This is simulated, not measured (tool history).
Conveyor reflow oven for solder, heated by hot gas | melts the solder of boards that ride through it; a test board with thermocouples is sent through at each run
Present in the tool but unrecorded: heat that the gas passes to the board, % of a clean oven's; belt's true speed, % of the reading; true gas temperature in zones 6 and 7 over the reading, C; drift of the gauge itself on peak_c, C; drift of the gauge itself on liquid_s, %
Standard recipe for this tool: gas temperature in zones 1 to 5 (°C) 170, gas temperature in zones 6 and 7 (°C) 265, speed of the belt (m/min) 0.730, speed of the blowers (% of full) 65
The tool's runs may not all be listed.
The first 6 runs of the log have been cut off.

run	hour	gas temperature in zones 1 to 5 (°C)	gas temperature in zones 6 and 7 (°C)	speed of the belt (m/min)	speed of the blowers (% of full)	hours of work since the flux was cleaned out	hours of work since the belt drive was overhauled	hours of work since the thermocouples were changed	highest temperature of the board (°C)	time above the solder's melting point (s)
7	128.3	170	277	0.875	65	188	162	221	249.3	32.5
8	141.3	170	277	0.875	65	198	171	230	249.5	32.6
9	154.6	170	277	0.875	65	208	181	240	249.5	32.3
10	176.0	170	277	0.875	65	223	196	255	249.5	32.3
11	192.2	170	277	0.875	65	235	208	267	249.2	32.2
12	217.0	170	277	0.875	65	253	226	285	249.5	32.2
13	238.5	170	277	0.875	65	269	242	301	248.9	32.1
14	254.0	170	265	0.730	75	280	253	312	248.6	40.2
15	268.0	168	265	0.730	75	290	263	322	248.4	39.9
16	289.4	165	261	0.681	87	306	279	338	248.7	43.3
17	319.4	184	266	0.792	75	328	301	360	250.3	41.2
# hour 325.8: flux residue cleaned out of gas plates and filters
18	346.3	184	266	0.740	75	15	317	376	251.6	45.3
19	358.6	184	266	0.740	75	24	326	385	251.4	45.3
20	371.4	184	266	0.740	75	33	335	394	251.9	45.3
21	390.2	170	271	0.849	65	47	349	408	244.6	30.5
22	403.4	170	265	0.730	53	56	358	417	242.5	34.2
# hour 414.4: flux residue cleaned out of gas plates and filters, once more
23	420.8	163	265	0.681	82	5	368	426	253.2	45.8
24	442.7	163	265	0.681	82	21	383	442	253.5	45.8
25	457.3	164	259	0.611	63	31	394	453	247.1	46.8
26	475.3	168	264	0.771	70	44	407	466	246.1	36.4
27	495.8	170	265	0.672	65	59	422	481	250.7	45.8
28	510.1	170	260	0.864	53	70	433	491	232.8	20.8
29	540.0	178	268	0.606	84	91	454	513	260.9	60.1
30	554.4	178	268	0.606	84	102	465	524	260.2	60.4

Predict each of these 3 candidate next runs independently; none follows another, all start after run 30:
A	575.8	170	265	0.652	65	118	480	539	?	?
B	575.8	175	271	0.730	75	118	480	539	?	?
C	575.8	178	268	0.618	84	118	480	539	?	?

run	highest temperature of the board (°C)	time above the solder's melting point (s)
A	251.5	47.6
B	256.2	46.0
C	260.1	58.6
Take away the tool's hidden state, keep each run's random variation, and the runs would have read:
run	highest temperature of the board (°C)	time above the solder's melting point (s)
A	251.2	46.9
B	256.0	45.4
C	259.8	57.7

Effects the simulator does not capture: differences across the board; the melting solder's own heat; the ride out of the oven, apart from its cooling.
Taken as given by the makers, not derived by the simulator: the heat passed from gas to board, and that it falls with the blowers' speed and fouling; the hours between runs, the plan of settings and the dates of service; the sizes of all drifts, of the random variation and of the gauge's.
